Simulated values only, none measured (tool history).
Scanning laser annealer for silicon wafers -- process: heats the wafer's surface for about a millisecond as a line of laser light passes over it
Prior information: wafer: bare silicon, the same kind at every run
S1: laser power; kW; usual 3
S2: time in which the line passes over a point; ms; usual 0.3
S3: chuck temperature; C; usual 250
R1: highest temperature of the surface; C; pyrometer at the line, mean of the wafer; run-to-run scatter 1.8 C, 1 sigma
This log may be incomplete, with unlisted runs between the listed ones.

run 1 hour=0 | S1=3 S2=0.3 S3=250 | R1=1022
run 2 hour=67.4 | S1=3 S2=0.3 S3=250 | R1=1021
run 3 hour=126.3 | S1=3 S2=0.3 S3=250 | R1=1018
run 4 hour=165.7 | S1=3 S2=0.3 S3=250 | R1=1015
-- hour=210.4 window over the wafer cleaned
run 5 hour=212.4 | S1=3 S2=0.3 S3=264 | R1=1048
run 6 hour=281.6 | S1=3 S2=0.3 S3=264 | R1=1045
run 7 hour=349.9 | S1=3.102 S2=0.3 S3=250 | R1=1057
run 8 hour=410.2 | S1=3.102 S2=0.3 S3=250 | R1=1052
run 9 hour=460.9 | S1=2.942 S2=0.33 S3=241 | R1=1031
run 10 hour=512.4 | S1=2.942 S2=0.33 S3=241 | R1=1030

Run 11 is up next; what results do you expect?
run 11 hour=560.7 | S1=2.942 S2=0.312 S3=241 | R1=?

{"run 11": {"R1": 1008}}
With the hidden condition absent and the run-to-run variation left alone, this run would have shown R1 1035 C.
